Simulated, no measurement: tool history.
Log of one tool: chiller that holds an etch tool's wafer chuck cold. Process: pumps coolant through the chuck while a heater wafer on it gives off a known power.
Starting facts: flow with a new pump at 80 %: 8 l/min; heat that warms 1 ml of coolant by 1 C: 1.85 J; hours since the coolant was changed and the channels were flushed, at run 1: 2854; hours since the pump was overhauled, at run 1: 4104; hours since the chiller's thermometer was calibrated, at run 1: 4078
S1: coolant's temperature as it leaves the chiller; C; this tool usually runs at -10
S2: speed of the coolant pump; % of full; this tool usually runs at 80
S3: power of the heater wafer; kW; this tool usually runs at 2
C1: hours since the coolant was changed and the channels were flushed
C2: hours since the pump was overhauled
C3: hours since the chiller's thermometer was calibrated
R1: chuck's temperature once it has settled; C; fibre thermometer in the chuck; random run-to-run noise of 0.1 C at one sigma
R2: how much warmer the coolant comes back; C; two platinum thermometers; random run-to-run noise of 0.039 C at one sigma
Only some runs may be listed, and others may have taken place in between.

Run 1, day 0: usual settings; C1 2854; C2 4104; C3 4078. Result: R1 13 C, R2 9.06 C.
Run 2, day 2.133: usual settings but S2 61 % of full; C1 2905; C2 4156; C3 4129. Result: R1 19.4 C, R2 11.69 C.
Run 3, day 5.275: usual settings but S2 61 % of full; C1 2980; C2 4231; C3 4204. Result: R1 19.6 C, R2 11.71 C.
Run 4, day 7.488: usual settings; C1 3033; C2 4284; C3 4257. Result: R1 13.4 C, R2 9.02 C.
Run 5, day 11.825: usual settings but S3 1.849 kW; C1 3137; C2 4388; C3 4362. Result: R1 11.7 C, R2 8.49 C.
Run 6, day 15.317: usual settings but S1 -11 C; C1 3221; C2 4472; C3 4445. Result: R1 12.6 C, R2 9.13 C.
Run 7, day 18.421: usual settings but S1 -18 C; C1 3296; C2 4547; C3 4520. Result: R1 5.6 C, R2 9.15 C.
Run 8, day 20.858: usual settings but S1 -18 C; C1 3354; C2 4605; C3 4578. Result: R1 5.8 C, R2 9.11 C.
Run 9, day 23.733: usual settings but S1 -18 C; C1 3423; C2 4674; C3 4647. Result: R1 5.9 C, R2 9.17 C.
Run 10, day 27.854: usual settings; C1 3522; C2 4773; C3 4746. Result: R1 14.1 C, R2 9.19 C.
Run 11, day 31.746: usual settings; C1 3615; C2 4866; C3 4840. Result: R1 14.2 C, R2 9.21 C.
Run 12, day 34.667: usual settings; C1 3686; C2 4936; C3 4910. Result: R1 14.2 C, R2 9.2 C.
At day 37.225: coolant pump overhauled.
Run 13, day 37.646: usual settings; C1 3752; C2 10; C3 4976. Result: R1 11.6 C, R2 8.18 C.
At day 39.042: chiller's thermometer calibrated.
Run 14, day 41.562: usual settings but S1 -7 C, S2 82 % of full, S3 1.332 kW; C1 3845; C2 103; C3 61. Result: R1 6.9 C, R2 5.35 C.
Run 15, day 44.838: usual settings but S1 -2 C, S2 70 % of full, S3 2.074 kW; C1 3924; C2 182; C3 139. Result: R1 23.2 C, R2 9.62 C.
Run 16, day 46.892: usual settings but S1 -5 C, S2 66 % of full; C1 3973; C2 231; C3 188. Result: R1 20.6 C, R2 9.83 C.
Run 17, day 50.154: usual settings but S2 81 % of full; C1 4051; C2 309; C3 267. Result: R1 11.7 C, R2 8.03 C.
Run 18, day 54.017: usual settings but S1 -20 C; C1 4144; C2 402; C3 359. Result: R1 2 C, R2 8.21 C.
Run 19, day 57.229: usual settings but S1 -20 C; C1 4221; C2 479; C3 437. Result: R1 2.2 C, R2 8.2 C.

What will run 20 give?
Run 20, day 60.388: usual settings but S3 2.22 kW; C1 4297; C2 555; C3 512. Result: R1 ?, R2 ?.

R1: 14.6 C
R2: 9.1 C
On a tool with no hidden condition, and with the same random variation, this run would have come out at R1 11.4 C, R2 8.97 C.
